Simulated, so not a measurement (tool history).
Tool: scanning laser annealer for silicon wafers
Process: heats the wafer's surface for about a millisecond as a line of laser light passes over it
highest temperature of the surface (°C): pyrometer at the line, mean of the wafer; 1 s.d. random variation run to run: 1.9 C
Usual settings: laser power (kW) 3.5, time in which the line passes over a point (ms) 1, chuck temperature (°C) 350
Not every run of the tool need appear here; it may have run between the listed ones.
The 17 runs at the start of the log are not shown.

run	hour	laser power (kW)	time in which the line passes over a point (ms)	chuck temperature (°C)	hours of work since the window was cleaned	hours of work since the power meter was calibrated	hours of work since the optics were aligned	highest temperature of the surface (°C)
# hour 169.3: window over the wafer cleaned, once more
18	172.6	3.5	1	346	2	131	57	1165
19	184.2	3.5	1	346	10	139	66	1167
20	194.4	3.5	1	350	17	146	73	1173
21	205.6	3.5	1	362	25	153	80	1181
22	214.2	3.5	1	362	31	159	86	1181
23	224.5	3.815	1.22	350	38	167	94	1322
24	236.3	3.5	1	318	47	175	102	1136
25	247.6	3.025	1	339	54	183	110	1045
26	258.4	3.389	0.7	369	62	190	117	1042
27	266.9	3.389	0.7	369	68	196	123	1043
28	274.2	3.74	1	343	73	201	128	1216
29	284.6	3.74	1	343	80	208	135	1217
30	292.9	3.79	1.11	334	86	214	141	1260
31	298.8	3.509	0.75	378	90	218	145	1096
32	310.6	3.193	0.8	378	98	226	153	1049
33	317.8	3.319	0.8	324	103	231	158	1021
34	328.3	3.319	0.8	324	110	239	166	1022
35	334.1	3.319	0.76	315	114	243	170	998
36	342.1	3.319	0.76	315	120	248	175	997
37	354	3.32	1.23	389	128	256	183	1236
38	361.7	3.32	1.23	389	134	262	189	1235
39	372.1	3.448	0.92	330	141	269	196	1102
40	384.8	3.448	0.85	339	150	278	205	1082

Forecast each of these 3 alternatives for the next run:
A	395.2	3.259	0.85	339	157	285	212	?
B	395.2	2.986	0.85	353	157	285	212	?
C	395.2	3.056	0.85	339	157	285	212	?

run	highest temperature of the surface (°C)
A	1041
B	994
C	995
Without the tool's hidden state the same runs would have given:
run	highest temperature of the surface (°C)
A	1052
B	1004
C	1005
